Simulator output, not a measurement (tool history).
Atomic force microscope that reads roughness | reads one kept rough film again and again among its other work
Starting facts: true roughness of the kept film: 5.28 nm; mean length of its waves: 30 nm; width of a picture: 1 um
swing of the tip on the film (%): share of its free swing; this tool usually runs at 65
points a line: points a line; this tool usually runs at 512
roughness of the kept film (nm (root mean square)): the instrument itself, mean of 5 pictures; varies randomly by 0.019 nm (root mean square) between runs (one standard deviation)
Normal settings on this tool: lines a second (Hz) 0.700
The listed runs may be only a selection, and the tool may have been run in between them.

run	day	lines a second (Hz)	swing of the tip on the film (%)	points a line	roughness of the kept film (nm (root mean square))
1	0.000	0.700	65	512	4.328
2	0.392	0.700	65	512	4.222
3	0.904	0.700	65	512	4.205
4	1.546	0.700	65	512	4.143
5	2.158	0.700	65	512	4.016
6	2.592	0.700	65	512	3.956
# day 3.175: new tip fitted
7	3.212	1.755	65	512	4.531
8	3.558	3.386	65	512	4.328
9	3.950	0.700	65	512	4.551
10	4.350	0.700	65	512	4.473
11	4.967	0.700	65	512	4.391
12	5.288	0.700	57	512	4.328
13	5.621	0.700	65	387	4.286
14	6.062	0.700	65	387	4.195
15	6.575	0.700	65	387	4.097
16	6.904	0.700	65	387	4.050
17	7.258	0.700	65	387	4.024
18	7.862	0.700	65	387	3.952
# day 8.346: new tip fitted
19	8.346	0.700	65	521	4.606
20	8.975	2.127	70	287	4.269
21	9.275	0.736	74	340	4.424
22	9.667	0.705	62	340	4.414
23	10.075	0.705	62	340	4.352
# day 10.154: height scale calibrated on a step standard
24	10.446	3.023	57	266	4.143
25	10.758	3.769	85	789	3.432
26	11.375	1.129	81	291	3.938
27	11.954	1.779	81	475	3.775
# day 12.183: height scale calibrated on a step standard, once more
28	12.367	1.014	63	803	4.019
29	12.738	1.473	65	896	3.943
30	13.062	1.473	65	896	3.871
31	13.500	1.539	72	314	3.706
# day 13.617: new tip fitted
32	14.050	1.839	59	356	4.473
33	14.442	0.700	65	285	4.427
34	14.746	1.388	65	492	4.361
35	15.204	1.089	56	918	4.359
36	15.658	1.152	73	560	4.171
37	16.242	1.264	81	368	3.970

Results per run with the tool's hidden condition removed, run-to-run variation unchanged:
Hidden state present: radius of the tip, nm; height scale over the true one, %; drift of the gauge itself on roughness_nm, %.
run	roughness of the kept film (nm (root mean square))
1	4.648
2	4.596
3	4.658
4	4.686
5	4.629
6	4.623
7	4.518
8	4.368
9	4.664
10	4.645
11	4.659
12	4.641
13	4.650
14	4.630
15	4.603
16	4.599
17	4.617
18	4.626
19	4.611
20	4.368
21	4.580
22	4.632
23	4.640
24	4.467
25	3.744
26	4.382
27	4.279
28	4.640
29	4.608
30	4.572
31	4.437
32	4.569
33	4.580
34	4.559
35	4.637
36	4.507
37	4.372

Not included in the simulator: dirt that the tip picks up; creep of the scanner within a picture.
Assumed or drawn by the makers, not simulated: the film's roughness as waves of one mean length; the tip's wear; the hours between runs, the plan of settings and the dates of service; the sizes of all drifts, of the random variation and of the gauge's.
